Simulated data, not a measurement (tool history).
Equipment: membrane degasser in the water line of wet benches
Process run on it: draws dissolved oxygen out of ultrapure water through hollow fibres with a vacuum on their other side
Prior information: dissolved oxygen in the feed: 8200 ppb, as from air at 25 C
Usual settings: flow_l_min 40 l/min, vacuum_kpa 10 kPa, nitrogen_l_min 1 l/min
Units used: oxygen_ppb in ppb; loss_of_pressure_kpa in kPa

| run | hour | flow_l_min | vacuum_kpa | nitrogen_l_min | oxygen_ppb | loss_of_pressure_kpa |
|---|---|---|---|---|---|---|
| 1 | 0 | 40 | 10 | 1 | 549.7 | 45.76 |
| 2 | 124.7 | 40 | 10 | 1 | 564 | 45.52 |
| 3 | 339.9 | 40 | 10 | 1 | 553.6 | 45.67 |
| 4 | 575.3 | 40 | 10 | 1 | 564.5 | 45.98 |
| 5 | 848.6 | 40 | 10 | 1 | 561.8 | 45.8 |
| 6 | 996.1 | 40 | 10 | 1 | 555.2 | 45.68 |
| 7 | 1263.9 | 36 | 10 | 1 | 516.9 | 41.48 |
| 8 | 1481 | 40 | 10 | 1 | 555.8 | 46.27 |
| 9 | 1608 | 40 | 8.1 | 1 | 423.1 | 46.07 |
| 10 | 1786.1 | 40 | 8.1 | 1 | 422.2 | 46.07 |
| 11 | 1967.7 | 40 | 10 | 1 | 558.6 | 46.08 |
| 12 | 2168.8 | 62 | 13.2 | 1.18 | 1032.9 | 71.77 |
| 13 | 2403.3 | 62 | 13.2 | 1.18 | 1041.2 | 72.28 |
| 14 | 2682.4 | 47 | 16.5 | 0.44 | 1883.4 | 54.9 |
| 15 | 2835.4 | 47 | 16.5 | 0.44 | 1903.3 | 54.64 |
| 16 | 2999.4 | 47 | 16.5 | 0.71 | 1448.1 | 54.6 |
| 17 | 3286.6 | 41 | 10.1 | 1 | 593.9 | 47.61 |
| 18 | 3530.6 | 41 | 10.1 | 1 | 598.1 | 47.97 |
| 19 | 3724.6 | 33 | 13.1 | 1.99 | 389.4 | 38.43 |
| 20 | 3956.2 | 33 | 13.1 | 1.99 | 389.9 | 38.79 |
|  | 4022.3 | vacuum gauge calibrated |
| 21 | 4174.6 | 57 | 12.1 | 0.64 | 1232.5 | 67.52 |

Measured less the same run without the tool's hidden state. The same run-to-run variation is in both; the gauge's scatter may not be:
Hidden state present: membrane still open, %; true pressure behind the membrane over the reading, kPa; air that leaks in behind the membrane, l/min; drift of the gauge itself on oxygen_ppb, %; drift of the gauge itself on loss_of_pressure_kpa, %.
| run | oxygen_ppb | loss_of_pressure_kpa |
|---|---|---|
| 1 | +24.3 | +2.86 |
| 2 | +25.5 | +2.9 |
| 3 | +25.9 | +2.97 |
| 4 | +27.6 | +3.07 |
| 5 | +28.7 | +3.16 |
| 6 | +29 | +3.2 |
| 7 | +26.8 | +2.97 |
| 8 | +31 | +3.39 |
| 9 | +32.7 | +3.43 |
| 10 | +33.3 | +3.5 |
| 11 | +33.3 | +3.6 |
| 12 | +58.7 | +5.66 |
| 13 | +60.8 | +5.79 |
| 14 | +43.5 | +4.52 |
| 15 | +44.5 | +4.58 |
| 16 | +46 | +4.64 |
| 17 | +41.5 | +4.15 |
| 18 | +42.9 | +4.26 |
| 19 | +23.7 | +3.47 |
| 20 | +24.5 | +3.58 |
| 21 | +22.3 | +6.31 |

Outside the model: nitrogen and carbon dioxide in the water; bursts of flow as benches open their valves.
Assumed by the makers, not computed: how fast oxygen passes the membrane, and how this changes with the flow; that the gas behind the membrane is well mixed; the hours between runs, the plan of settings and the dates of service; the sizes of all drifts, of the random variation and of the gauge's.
